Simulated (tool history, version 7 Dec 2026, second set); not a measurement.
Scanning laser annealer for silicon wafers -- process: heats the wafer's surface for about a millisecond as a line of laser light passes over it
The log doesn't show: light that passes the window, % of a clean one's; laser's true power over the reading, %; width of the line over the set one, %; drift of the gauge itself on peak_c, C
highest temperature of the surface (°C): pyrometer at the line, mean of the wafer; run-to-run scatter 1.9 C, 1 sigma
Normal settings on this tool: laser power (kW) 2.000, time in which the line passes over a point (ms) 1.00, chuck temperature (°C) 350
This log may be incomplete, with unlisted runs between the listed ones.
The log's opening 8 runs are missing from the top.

| run | hour | laser power (kW) | time in which the line passes over a point (ms) | chuck temperature (°C) | hours of work since the window was cleaned | hours of work since the power meter was calibrated | hours of work since the optics were aligned | highest temperature of the surface (°C) |
|---|---|---|---|---|---|---|---|---|
| 9 | 337.2 | 2.000 | 1.00 | 351 | 689 | 1384 | 104 | 1114 |
| 10 | 367.4 | 2.000 | 1.00 | 351 | 710 | 1404 | 125 | 1113 |
| 11 | 418.7 | 2.000 | 1.00 | 350 | 744 | 1439 | 159 | 1115 |
| 12 | 479.8 | 2.000 | 1.00 | 350 | 785 | 1480 | 201 | 1109 |
| 13 | 531.1 | 2.000 | 1.00 | 350 | 820 | 1515 | 235 | 1105 |
|  | 562.0 | window over the wafer cleaned |
| 14 | 566.2 | 2.060 | 1.00 | 350 | 3 | 1537 | 258 | 1169 |
| 15 | 603.6 | 2.000 | 1.00 | 349 | 28 | 1562 | 283 | 1138 |
| 16 | 658.4 | 2.000 | 1.09 | 350 | 65 | 1599 | 320 | 1178 |
| 17 | 702.7 | 2.033 | 0.83 | 350 | 95 | 1629 | 350 | 1075 |
| 18 | 754.6 | 2.093 | 0.95 | 310 | 130 | 1664 | 385 | 1110 |
| 19 | 815.2 | 2.123 | 1.00 | 388 | 171 | 1705 | 426 | 1221 |
| 20 | 858.9 | 2.123 | 1.00 | 388 | 200 | 1735 | 455 | 1218 |
| 21 | 899.2 | 2.000 | 1.12 | 365 | 228 | 1762 | 482 | 1194 |
| 22 | 937.1 | 2.000 | 1.12 | 365 | 253 | 1788 | 508 | 1189 |

What will run 23 give?
| 23 | 979.0 | 1.799 | 1.00 | 350 | 281 | 1816 | 536 | ? |

{"run 23": {"highest temperature of the surface (°C)": 1041}}
On a tool with no hidden condition, and with the same random variation, this run would have come out at highest temperature of the surface (°C) 1069.
